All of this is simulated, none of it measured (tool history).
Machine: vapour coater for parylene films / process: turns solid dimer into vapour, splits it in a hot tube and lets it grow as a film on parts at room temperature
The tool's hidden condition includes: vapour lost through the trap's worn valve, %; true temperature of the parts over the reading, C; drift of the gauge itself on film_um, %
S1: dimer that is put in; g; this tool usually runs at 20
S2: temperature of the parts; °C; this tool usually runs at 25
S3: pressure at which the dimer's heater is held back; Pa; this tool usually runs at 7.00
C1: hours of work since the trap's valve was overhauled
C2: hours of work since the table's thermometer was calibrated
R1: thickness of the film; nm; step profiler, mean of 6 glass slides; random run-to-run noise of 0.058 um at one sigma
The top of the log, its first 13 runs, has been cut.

run,day,S1,S2,S3,C1,C2,R1
14,14.121,14,25,7.00,37,323,4780
15,15.596,14,25,7.00,53,339,4770
16,16.458,14,25,7.00,62,349,4680
17,17.254,10,21,2.19,71,357,4460
18,18.308,10,21,2.19,83,369,4540
19,19.033,10,21,2.19,91,377,4380
20,20.088,10,21,2.19,103,389,4520
21,21.350,20,23,11.15,117,403,6420
22,22.075,13,23,11.15,125,411,4180
23,23.112,20,23,2.40,136,422,8610
24,23.971,20,25,6.55,146,432,6820
25,24.712,32,25,9.12,154,440,10390
26,25.438,32,25,9.12,162,448,10300
27,26.771,26,23,7.09,177,463,9090
28,27.371,26,23,7.09,183,469,9110
29,28.762,26,30,7.09,199,485,7870
30,29.529,35,21,7.38,207,493,12580
31,30.188,21,24,7.00,215,501,7200
32,30.900,32,33,5.24,222,509,9650

Below are 5 alternative next runs, each starting from the tool's condition after run 32. Predict each:
# day 31.854: trap's valve overhauled
A,32.392,11,25,7.00,6,523,?
# day 31.854: trap's valve overhauled
B,32.392,23,20,3.97,6,523,?
# day 31.854: trap's valve overhauled
C,32.392,20,17,3.35,6,523,?
# day 31.854: trap's valve overhauled
D,32.392,20,23,2.51,6,523,?
# day 31.854: trap's valve overhauled
E,32.392,24,25,7.00,6,523,?

run,R1
A,3700
B,9600
C,8840
D,8630
E,8150
With the hidden condition removed and each run's random variation left untouched, the same runs would have given:
run,R1
A,3700
B,9600
C,8850
D,8630
E,8150
